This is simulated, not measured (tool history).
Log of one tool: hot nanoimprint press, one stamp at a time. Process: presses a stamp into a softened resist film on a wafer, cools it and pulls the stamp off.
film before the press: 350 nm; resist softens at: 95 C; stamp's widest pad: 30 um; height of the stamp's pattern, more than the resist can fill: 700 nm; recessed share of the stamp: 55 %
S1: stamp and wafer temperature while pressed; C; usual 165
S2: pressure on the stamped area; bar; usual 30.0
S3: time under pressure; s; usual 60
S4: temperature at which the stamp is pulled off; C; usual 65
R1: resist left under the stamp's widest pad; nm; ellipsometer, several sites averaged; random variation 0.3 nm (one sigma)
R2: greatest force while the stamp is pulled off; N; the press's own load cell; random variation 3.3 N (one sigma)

run   hour   S1    S2   S3  S4     R1   R2
  1    0.0  165  30.0   60  65  134.6  164
  2    9.5  165  30.0   60  65  135.2  162
  3   16.8  165  30.0  107  65  107.2  162
  4   26.0  165  30.0  107  65  107.9  158
      37.0  -- stamp cleaned and given a new release coat
  5   39.2  165  25.2   60  65  148.4  159
  6   46.0  165  25.2   60  65  148.5  162
  7   54.3  165  25.2   60  65  148.3  159
  8   62.0  165  25.2   60  65  148.1  159
  9   72.3  165  30.0   60  65  135.4  154
 10   81.8  165  30.0   60  65  135.6  159
 11   88.0  165  30.0   60  65  135.5  159
 12   93.2  165  30.0   60  65  135.0  157
 13   98.6  165  30.0   60  65  135.6  156
 14  108.7  165  30.0   60  65  135.7  160
 15  117.0  165  30.0   60  65  136.3  166
 16  124.3  165  29.7   60  65  136.7  158

The next listed run, before its measurement:
 17  130.0  165  43.2  60  65   ?   ?

{"run 17": {"R1": 112.0, "R2": 167}}
Without the tool's hidden state the same run would have given R1 110.8 nm, R2 166 N.
